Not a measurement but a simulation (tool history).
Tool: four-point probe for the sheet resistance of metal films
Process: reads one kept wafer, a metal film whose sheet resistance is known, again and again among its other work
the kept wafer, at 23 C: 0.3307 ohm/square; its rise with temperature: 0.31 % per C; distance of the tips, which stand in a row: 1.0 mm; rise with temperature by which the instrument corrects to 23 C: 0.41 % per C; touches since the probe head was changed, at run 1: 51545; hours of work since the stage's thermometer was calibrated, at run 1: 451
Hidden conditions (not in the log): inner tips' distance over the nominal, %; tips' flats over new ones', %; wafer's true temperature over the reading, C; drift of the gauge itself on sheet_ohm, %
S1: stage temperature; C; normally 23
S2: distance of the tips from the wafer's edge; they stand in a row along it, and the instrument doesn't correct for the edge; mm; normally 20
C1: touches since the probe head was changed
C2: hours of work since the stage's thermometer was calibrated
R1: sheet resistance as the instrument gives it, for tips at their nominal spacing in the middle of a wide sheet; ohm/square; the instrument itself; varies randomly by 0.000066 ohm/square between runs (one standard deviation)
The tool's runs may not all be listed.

run	hour	S1	S2	C1	C2	R1
1	0.0	23	20	51545	451	0.333516
2	45.1	23	38	52943	469	0.333237
3	102.5	23	4	54722	493	0.344013
4	136.4	23	4	55772	507	0.344077
5	177.1	23	4	57034	524	0.344012
6	226.1	23	20	58552	544	0.333665
7	263.1	23	20	59700	559	0.333904
8	294.5	23	41	60672	572	0.333525
9	345.8	23	9	62263	594	0.335748
10	401.0	23	9	63975	617	0.335685
11	425.8	23	4	64741	627	0.344480
12	452.7	23	20	65576	638	0.334024
13	496.1	23	20	66920	656	0.333994
14	526.4	23	20	67859	668	0.334157
15	579.1	23	20	69494	690	0.334117
16	604.0	29	10	70266	701	0.333602
17	664.3	34	20	72133	726	0.330866
18	721.3	19	42	73900	749	0.335353
19	769.0	28	3	75377	769	0.350947
20	817.9	28	3	76893	789	0.351196
21	853.3	28	3	77989	804	0.351233
22	901.7	24	20	79491	824	0.334312
23	941.7	27	3	80731	840	0.351699
24	990.6	28	19	82246	861	0.333150
25	1041.7	32	19	83831	882	0.331949
26	1075.0	23	7	84861	896	0.338002
27	1114.6	22	4	86091	912	0.345707
28	1169.2	22	4	87781	935	0.345823
29	1193.6	22	4	88536	945	0.345825
30	1217.8	22	4	89289	955	0.345839

Consider 4 possible next runs. They are alternatives, not a sequence: every one starts from the tool as it was left by run 30. What does each give?
A	1250.8	30	12	90311	968	?
B	1250.8	23	20	90311	968	?
C	1250.8	22	31	90311	968	?
D	1250.8	19	20	90311	968	?

run	R1
A	0.333613
B	0.335156
C	0.335148
D	0.336424
Without the tool's hidden state the same runs would have given:
run	R1
A	0.329698
B	0.331214
C	0.331205
D	0.332463
